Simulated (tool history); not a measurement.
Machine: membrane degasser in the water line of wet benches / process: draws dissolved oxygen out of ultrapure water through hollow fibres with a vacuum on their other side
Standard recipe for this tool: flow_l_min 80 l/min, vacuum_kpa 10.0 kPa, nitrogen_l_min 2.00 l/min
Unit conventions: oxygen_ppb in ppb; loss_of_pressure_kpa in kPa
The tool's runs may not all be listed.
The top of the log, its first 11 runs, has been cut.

run	hour	flow_l_min	vacuum_kpa	nitrogen_l_min	hours since the membrane was changed	hours since the vacuum gauge was calibrated	hours since the vacuum lines were made tight	oxygen_ppb	loss_of_pressure_kpa
12	2480.8	69	10.0	2.00	10463	2927	3878	485.5	41.11
13	2773.3	80	10.0	0.90	10756	3219	4170	929.5	48.51
14	3042.6	80	10.0	0.90	11025	3488	4440	945.2	48.05
15	3342.0	80	10.0	0.90	11324	3788	4739	937.1	48.09
16	3491.6	80	10.3	2.00	11474	3937	4889	574.4	48.07
17	3791.3	80	14.5	1.35	11774	4237	5188	1128.2	48.25
18	4113.1	112	6.2	5.19	12095	4559	5510	217.7	68.27
19	4406.7	66	6.2	5.19	12389	4853	5804	103.7	40.24
20	4563.8	117	6.2	4.12	12546	5010	5961	270.9	70.94
21	4804.8	48	10.0	2.00	12787	5251	6202	364.5	29.10
# hour 4824.1: vacuum gauge calibrated
22	5053.8	76	11.7	2.00	13036	230	6450	651.3	46.53
23	5241.7	80	24.7	3.94	13224	418	6638	920.3	48.75
24	5467.2	80	14.1	1.52	13449	643	6864	1017.2	48.86
25	5610.0	68	10.0	3.59	13592	786	7007	310.6	41.28
26	5780.0	104	16.7	3.93	13762	956	7177	788.3	63.49
27	6035.9	50	8.5	2.00	14018	1212	7432	305.5	30.64
28	6257.2	50	20.3	2.95	14239	1433	7654	643.8	30.52
# hour 6284.8: vacuum gauge calibrated, once more
29	6479.3	50	20.3	2.95	14461	194	7875	626.5	30.25
30	6644.8	50	20.3	1.87	14626	360	8041	887.0	30.45
31	6918.6	50	20.3	1.87	14900	634	8315	916.8	30.85
32	7110.6	116	6.5	2.38	15092	826	8507	381.6	71.48

4 ways to go on from here, each from the tool as it stands after run 32. What would each give?
A	7291.2	110	6.6	0.99	15273	1006	8687	?	?
B	7291.2	56	10.0	2.00	15273	1006	8687	?	?
C	7291.2	127	10.0	2.00	15273	1006	8687	?	?
D	7291.2	99	10.0	1.03	15273	1006	8687	?	?

run	oxygen_ppb	loss_of_pressure_kpa
A	603.8	67.65
B	400.1	34.35
C	820.6	78.33
D	1009.2	61.07
Take away the tool's hidden state, keep each run's random variation, and the runs would have read:
run	oxygen_ppb	loss_of_pressure_kpa
A	574.1	62.28
B	392.4	31.62
C	785.6	72.12
D	988.7	56.23

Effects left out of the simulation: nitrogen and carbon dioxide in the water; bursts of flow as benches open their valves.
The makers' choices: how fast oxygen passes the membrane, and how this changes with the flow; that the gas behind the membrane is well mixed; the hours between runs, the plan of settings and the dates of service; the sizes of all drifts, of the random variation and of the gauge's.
